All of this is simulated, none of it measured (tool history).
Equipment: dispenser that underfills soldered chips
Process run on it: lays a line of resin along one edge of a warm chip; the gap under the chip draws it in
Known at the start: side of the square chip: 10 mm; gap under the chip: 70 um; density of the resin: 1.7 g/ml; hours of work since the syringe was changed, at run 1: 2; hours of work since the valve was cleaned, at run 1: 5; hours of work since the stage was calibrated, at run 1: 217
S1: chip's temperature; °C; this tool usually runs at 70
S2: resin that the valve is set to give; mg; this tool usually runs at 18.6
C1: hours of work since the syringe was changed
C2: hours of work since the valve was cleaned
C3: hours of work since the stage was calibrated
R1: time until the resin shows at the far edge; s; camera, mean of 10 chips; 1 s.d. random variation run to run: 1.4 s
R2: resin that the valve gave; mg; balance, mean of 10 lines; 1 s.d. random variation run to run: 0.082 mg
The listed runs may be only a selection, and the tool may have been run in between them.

run 1 hour=0.0 | S1=70 S2=18.6 | C1=2 C2=5 C3=217 | R1=158.3 R2=18.62
run 2 hour=8.5 | S1=70 S2=16.4 | C1=7 C2=10 C3=222 | R1=191.5 R2=16.28
-- hour=15.9 new syringe of resin
run 3 hour=21.1 | S1=70 S2=19.0 | C1=3 C2=18 C3=230 | R1=159.7 R2=18.65
run 4 hour=30.2 | S1=70 S2=23.4 | C1=9 C2=23 C3=235 | R1=189.9 R2=22.98
-- hour=36.2 new syringe of resin
run 5 hour=36.5 | S1=70 S2=23.4 | C1=0 C2=27 C3=239 | R1=149.7 R2=22.59
run 6 hour=43.5 | S1=70 S2=23.4 | C1=4 C2=31 C3=243 | R1=169.2 R2=22.74
-- hour=56.2 new syringe of resin
run 7 hour=56.9 | S1=70 S2=18.6 | C1=0 C2=39 C3=251 | R1=152.9 R2=17.91
run 8 hour=70.8 | S1=67 S2=18.6 | C1=9 C2=48 C3=260 | R1=234.1 R2=17.86
-- hour=72.7 dispensing valve cleaned and set on the balance
-- hour=77.0 new syringe of resin
run 9 hour=84.7 | S1=67 S2=18.6 | C1=5 C2=7 C3=267 | R1=204.0 R2=18.43
run 10 hour=92.3 | S1=73 S2=18.6 | C1=9 C2=12 C3=272 | R1=172.9 R2=18.31
-- hour=96.5 new syringe of resin
run 11 hour=100.6 | S1=66 S2=18.6 | C1=3 C2=17 C3=277 | R1=199.2 R2=18.39
run 12 hour=111.8 | S1=69 S2=18.6 | C1=9 C2=23 C3=283 | R1=212.0 R2=18.19
-- hour=115.9 new syringe of resin
run 13 hour=119.9 | S1=69 S2=18.6 | C1=2 C2=28 C3=288 | R1=171.9 R2=18.14
run 14 hour=126.1 | S1=70 S2=17.4 | C1=6 C2=32 C3=292 | R1=185.0 R2=16.92
run 15 hour=133.9 | S1=70 S2=17.4 | C1=11 C2=37 C3=297 | R1=218.7 R2=16.85
-- hour=135.5 new syringe of resin
run 16 hour=148.8 | S1=70 S2=21.8 | C1=8 C2=45 C3=306 | R1=190.0 R2=20.79
-- hour=154.4 dispensing valve cleaned and set on the balance
-- hour=155.8 new syringe of resin
run 17 hour=157.8 | S1=70 S2=21.8 | C1=1 C2=2 C3=310 | R1=159.0 R2=21.66
run 18 hour=170.1 | S1=70 S2=21.8 | C1=9 C2=9 C3=318 | R1=195.0 R2=21.56
-- hour=175.3 new syringe of resin
run 19 hour=177.5 | S1=81 S2=16.3 | C1=1 C2=14 C3=322 | R1=92.3 R2=16.14
run 20 hour=189.4 | S1=57 S2=20.8 | C1=9 C2=21 C3=329 | R1=415.8 R2=20.38
-- hour=194.8 new syringe of resin
run 21 hour=203.2 | S1=77 S2=18.3 | C1=5 C2=29 C3=337 | R1=121.3 R2=17.71
run 22 hour=210.7 | S1=71 S2=23.6 | C1=10 C2=34 C3=342 | R1=191.1 R2=22.86
-- hour=214.5 new syringe of resin
run 23 hour=224.6 | S1=67 S2=21.1 | C1=6 C2=42 C3=350 | R1=219.8 R2=20.33
-- hour=233.7 new syringe of resin
-- hour=236.0 dispensing valve cleaned and set on the balance
run 24 hour=240.3 | S1=70 S2=20.3 | C1=3 C2=3 C3=359 | R1=167.9 R2=20.22
run 25 hour=251.8 | S1=58 S2=23.4 | C1=10 C2=10 C3=366 | R1=411.9 R2=23.28
-- hour=254.7 new syringe of resin
run 26 hour=264.7 | S1=74 S2=24.0 | C1=6 C2=17 C3=374 | R1=151.6 R2=23.51
run 27 hour=273.3 | S1=74 S2=24.0 | C1=11 C2=22 C3=379 | R1=176.6 R2=23.43
-- hour=274.3 new syringe of resin
run 28 hour=281.9 | S1=76 S2=22.8 | C1=5 C2=28 C3=384 | R1=129.3 R2=22.06
run 29 hour=289.6 | S1=56 S2=21.8 | C1=9 C2=32 C3=389 | R1=460.8 R2=20.88
-- hour=294.0 new syringe of resin
run 30 hour=300.7 | S1=56 S2=21.8 | C1=4 C2=39 C3=395 | R1=400.8 R2=20.98
run 31 hour=310.5 | S1=56 S2=20.1 | C1=10 C2=45 C3=401 | R1=477.8 R2=19.27
-- hour=313.7 new syringe of resin
-- hour=317.7 dispensing valve cleaned and set on the balance
run 32 hour=326.4 | S1=75 S2=20.9 | C1=7 C2=5 C3=410 | R1=144.7 R2=20.81
-- hour=334.5 new syringe of resin
run 33 hour=334.5 | S1=75 S2=20.9 | C1=0 C2=10 C3=415 | R1=118.5 R2=20.55
run 34 hour=341.3 | S1=75 S2=20.9 | C1=4 C2=14 C3=419 | R1=133.9 R2=20.70

Here are 4 independent what-if runs from the current tool condition. What would each one return?
-- hour=354.0 new syringe of resin
run A hour=354.7 | S1=77 S2=23.4 | C1=0 C2=22 C3=427 | R1=? R2=?
-- hour=354.0 new syringe of resin
run B hour=354.7 | S1=55 S2=20.9 | C1=0 C2=22 C3=427 | R1=? R2=?
-- hour=354.0 new syringe of resin
run C hour=354.7 | S1=76 S2=21.7 | C1=0 C2=22 C3=427 | R1=? R2=?
-- hour=354.0 new syringe of resin
run D hour=354.7 | S1=73 S2=18.3 | C1=0 C2=22 C3=427 | R1=? R2=?

run=A R1=107.4 R2=22.98
run=B R1=385.0 R2=20.32
run=C R1=114.1 R2=21.31
run=D R1=139.4 R2=17.88
Take away the tool's hidden state, keep each run's random variation, and the runs would have read:
run=A R1=92.2 R2=23.46
run=B R1=324.5 R2=20.75
run=C R1=97.9 R2=21.76
run=D R1=119.0 R2=18.25

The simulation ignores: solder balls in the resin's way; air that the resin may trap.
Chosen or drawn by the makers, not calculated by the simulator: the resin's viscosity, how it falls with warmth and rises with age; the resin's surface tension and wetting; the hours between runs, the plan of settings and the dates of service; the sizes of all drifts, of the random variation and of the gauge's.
